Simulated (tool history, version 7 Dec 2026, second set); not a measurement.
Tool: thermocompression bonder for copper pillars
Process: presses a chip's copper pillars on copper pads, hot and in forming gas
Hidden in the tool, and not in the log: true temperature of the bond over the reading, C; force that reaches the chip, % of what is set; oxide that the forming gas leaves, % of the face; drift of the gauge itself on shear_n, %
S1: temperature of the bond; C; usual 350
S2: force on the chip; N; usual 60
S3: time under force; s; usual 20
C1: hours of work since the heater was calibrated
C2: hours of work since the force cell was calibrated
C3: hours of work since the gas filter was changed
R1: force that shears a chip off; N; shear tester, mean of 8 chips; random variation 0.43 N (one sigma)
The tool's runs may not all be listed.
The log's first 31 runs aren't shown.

run	hour	S1	S2	S3	C1	C2	C3	R1
32	189.9	350	39	20	674	205	312	43.3
33	197.5	350	74	13	678	209	315	65.7
34	202.3	350	74	13	681	211	318	66.5
35	208.9	363	64	13	684	214	321	63.7
36	216.4	350	48	20	688	218	325	53
37	224.3	333	60	17	691	222	329	54.3
38	232.4	375	55	25	696	226	333	75.8
39	241	375	55	25	700	230	337	76
40	245.4	375	55	25	702	233	339	75.7
41	254.1	375	55	25	706	237	344	77.1

Forecast each of these 3 alternatives for the next run:
A	261.6	320	40	18	710	241	347	?
B	261.6	375	55	21	710	241	347	?
C	261.6	342	40	15	710	241	347	?

run	R1
A	32.8
B	72.6
C	36.6
Without the tool's hidden state the same runs would have given:
run	R1
A	32.9
B	72.9
C	36.8
